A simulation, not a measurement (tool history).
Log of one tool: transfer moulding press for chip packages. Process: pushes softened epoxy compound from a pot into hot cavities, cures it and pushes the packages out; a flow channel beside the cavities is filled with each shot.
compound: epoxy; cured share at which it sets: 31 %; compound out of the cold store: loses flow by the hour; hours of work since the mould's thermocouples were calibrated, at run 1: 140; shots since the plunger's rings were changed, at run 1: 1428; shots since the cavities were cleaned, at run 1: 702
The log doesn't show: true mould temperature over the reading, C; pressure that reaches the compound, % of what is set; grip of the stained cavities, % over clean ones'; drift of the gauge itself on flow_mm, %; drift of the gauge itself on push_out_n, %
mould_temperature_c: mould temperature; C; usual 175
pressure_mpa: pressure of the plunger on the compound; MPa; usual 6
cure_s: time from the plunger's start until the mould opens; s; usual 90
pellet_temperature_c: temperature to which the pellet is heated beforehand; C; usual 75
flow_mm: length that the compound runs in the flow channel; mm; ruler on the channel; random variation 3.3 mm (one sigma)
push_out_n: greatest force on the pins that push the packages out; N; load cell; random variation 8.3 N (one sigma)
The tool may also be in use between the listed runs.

| run | day | mould_temperature_c | pressure_mpa | cure_s | pellet_temperature_c | hours of work since the mould's thermocouples were calibrated | shots since the plunger's rings were changed | shots since the cavities were cleaned | incoming compound's hours out of the cold store | flow_mm | push_out_n |
|---|---|---|---|---|---|---|---|---|---|---|---|
| 1 | 0 | 175 | 6 | 90 | 75 | 140 | 1428 | 702 | 39.4 | 870 | 353 |
| 2 | 0.35 | 175 | 6 | 90 | 75 | 145 | 1513 | 787 | 41 | 866 | 374 |
| 3 | 0.688 | 175 | 6 | 90 | 75 | 149 | 1595 | 869 | 11.3 | 944 | 392 |
| 4 | 1.038 | 175 | 6 | 90 | 75 | 154 | 1681 | 955 | 37.7 | 873 | 381 |
| 5 | 1.342 | 175 | 6 | 90 | 75 | 158 | 1755 | 1029 | 29.6 | 889 | 378 |
|  | 1.55 | cavities cleaned with cleaning compound and waxed |
| 6 | 1.621 | 175 | 6 | 90 | 75 | 161 | 1809 | 18 | 29.7 | 895 | 383 |
| 7 | 1.858 | 175 | 6 | 90 | 75 | 164 | 1866 | 75 | 24.4 | 902 | 384 |
| 8 | 2.192 | 175 | 6 | 90 | 75 | 168 | 1948 | 157 | 17.7 | 924 | 366 |
| 9 | 2.542 | 175 | 6 | 90 | 75 | 173 | 2034 | 243 | 14.4 | 934 | 380 |
| 10 | 2.717 | 175 | 5.43 | 90 | 69 | 175 | 2076 | 285 | 19.3 | 871 | 385 |
| 11 | 2.883 | 175 | 5.39 | 90 | 77 | 177 | 2117 | 326 | 20.8 | 865 | 377 |
| 12 | 3.238 | 183 | 6.73 | 90 | 70 | 182 | 2203 | 412 | 38.1 | 897 | 286 |
| 13 | 3.492 | 183 | 6.73 | 90 | 70 | 185 | 2266 | 475 | 23.5 | 933 | 268 |
| 14 | 3.892 | 175 | 6.29 | 125 | 68 | 191 | 2363 | 572 | 36.7 | 899 | 261 |
| 15 | 4.162 | 172 | 6 | 83 | 75 | 194 | 2430 | 639 | 27.7 | 908 | 577 |
| 16 | 4.521 | 176 | 6 | 90 | 69 | 199 | 2517 | 726 | 14.4 | 929 | 372 |
| 17 | 4.912 | 179 | 5.77 | 90 | 79 | 204 | 2612 | 821 | 14.4 | 899 | 302 |
| 18 | 5.096 | 179 | 5.77 | 90 | 79 | 206 | 2657 | 866 | 24.2 | 875 | 317 |

Forecast each of these 4 alternatives for the next run:
| A | 5.492 | 170 | 5.77 | 71 | 77 | 212 | 2754 | 963 | 47.5 | ? | ? |
| B | 5.492 | 170 | 4.84 | 97 | 79 | 212 | 2754 | 963 | 16.4 | ? | ? |
| C | 5.492 | 175 | 6 | 119 | 66 | 212 | 2754 | 963 | 18.9 | ? | ? |
| D | 5.492 | 176 | 5.77 | 74 | 79 | 212 | 2754 | 963 | 24.5 | ? | ? |

| run | flow_mm | push_out_n |
|---|---|---|
| A | 858 | 873 |
| B | 855 | 486 |
| C | 921 | 268 |
| D | 888 | 543 |
Without the tool's hidden state the same runs would have given:
| run | flow_mm | push_out_n |
|---|---|---|
| A | 858 | 861 |
| B | 855 | 479 |
| C | 922 | 265 |
| D | 889 | 535 |

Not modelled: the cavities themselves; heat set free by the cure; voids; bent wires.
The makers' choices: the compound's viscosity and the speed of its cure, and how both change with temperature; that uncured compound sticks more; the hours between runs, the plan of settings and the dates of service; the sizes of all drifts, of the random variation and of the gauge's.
